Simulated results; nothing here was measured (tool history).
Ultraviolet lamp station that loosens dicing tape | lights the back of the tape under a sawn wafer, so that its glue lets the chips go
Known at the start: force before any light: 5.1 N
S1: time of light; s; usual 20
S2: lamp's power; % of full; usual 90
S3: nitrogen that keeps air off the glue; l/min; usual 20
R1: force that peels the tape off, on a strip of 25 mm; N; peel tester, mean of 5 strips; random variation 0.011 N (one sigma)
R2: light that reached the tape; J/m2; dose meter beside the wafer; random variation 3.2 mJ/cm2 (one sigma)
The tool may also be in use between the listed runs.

| run | hour | S1 | S2 | S3 | R1 | R2 |
|---|---|---|---|---|---|---|
| 1 | 0.0 | 20 | 90 | 20 | 0.524 | 4700 |
| 2 | 12.2 | 20 | 90 | 20 | 0.550 | 4720 |
| 3 | 31.7 | 20 | 90 | 8 | 0.918 | 4610 |
| 4 | 43.9 | 20 | 90 | 8 | 0.936 | 4650 |
| 5 | 52.8 | 20 | 90 | 8 | 0.921 | 4670 |
| 6 | 69.1 | 20 | 90 | 8 | 0.981 | 4580 |
| 7 | 84.0 | 20 | 90 | 8 | 0.954 | 4570 |
| 8 | 97.4 | 20 | 92 | 20 | 0.563 | 4650 |
| 9 | 112.3 | 20 | 92 | 20 | 0.578 | 4610 |
| 10 | 126.3 | 20 | 92 | 20 | 0.578 | 4520 |
| 11 | 139.7 | 20 | 92 | 20 | 0.607 | 4530 |
| 12 | 153.8 | 20 | 92 | 20 | 0.588 | 4500 |
| 13 | 163.7 | 20 | 92 | 20 | 0.613 | 4440 |
| 14 | 179.0 | 20 | 97 | 20 | 0.592 | 4700 |
| 15 | 189.6 | 20 | 90 | 20 | 0.664 | 4390 |
| 16 | 200.5 | 20 | 90 | 20 | 0.637 | 4320 |
| 17 | 215.4 | 20 | 90 | 20 | 0.645 | 4310 |
| 18 | 226.2 | 20 | 90 | 20 | 0.513 | 4860 |
| 19 | 245.4 | 20 | 72 | 20 | 0.780 | 3790 |
| 20 | 256.5 | 20 | 72 | 20 | 0.801 | 3780 |
| 21 | 268.3 | 20 | 91 | 20 | 0.530 | 4750 |
| 22 | 285.4 | 27 | 99 | 20 | 0.253 | 7050 |
| 23 | 295.3 | 27 | 83 | 9 | 0.591 | 5780 |
| 24 | 314.0 | 25 | 90 | 12 | 0.496 | 5820 |
| 25 | 331.6 | 25 | 90 | 12 | 0.513 | 5780 |
| 26 | 343.1 | 20 | 64 | 8 | 1.410 | 3260 |
| 27 | 354.9 | 20 | 64 | 8 | 1.463 | 3220 |
| 28 | 363.9 | 20 | 64 | 8 | 1.493 | 3210 |
| 29 | 379.1 | 20 | 82 | 27 | 0.617 | 4100 |
| 30 | 399.7 | 14 | 82 | 8 | 1.713 | 2830 |
| 31 | 411.2 | 14 | 82 | 8 | 1.766 | 2800 |
| 32 | 421.7 | 14 | 82 | 8 | 1.739 | 2780 |
| 33 | 441.2 | 14 | 70 | 22 | 1.462 | 2380 |
| 34 | 453.9 | 17 | 70 | 9 | 1.675 | 2890 |
| 35 | 474.5 | 21 | 90 | 20 | 0.603 | 4540 |
| 36 | 489.3 | 21 | 90 | 20 | 0.609 | 4510 |
| 37 | 504.4 | 22 | 61 | 25 | 1.015 | 3170 |
| 38 | 524.9 | 25 | 90 | 20 | 0.447 | 5280 |
| 39 | 535.0 | 20 | 85 | 17 | 0.806 | 3940 |
| 40 | 552.2 | 24 | 72 | 20 | 0.748 | 3960 |
| 41 | 562.9 | 20 | 65 | 28 | 1.035 | 2990 |
| 42 | 572.3 | 20 | 65 | 28 | 0.852 | 3320 |

Not shown: 2 entries that the log had between the listed runs. Between which runs, and how does the tool's hidden state differ before and after?
Between runs 17 and 18: window cleaned of glue's vapour (hour 221.2)
  lamp's light, % of a new lamp's: 95.7 -> 95.5; light that the window lets through, % of a clean one's: 89.1 -> 99.7
  measured less the result without the state, R1: +0.168 -> +0.045 N; R2: -750 -> -240 J/m2
Between runs 41 and 42: window cleaned of glue's vapour (hour 567.2)
  lamp's light, % of a new lamp's: 92 -> 91.9; light that the window lets through, % of a clean one's: 89.1 -> 99.5
  measured less the result without the state, R1: +0.285 -> +0.117 N; R2: -660 -> -310 J/m2
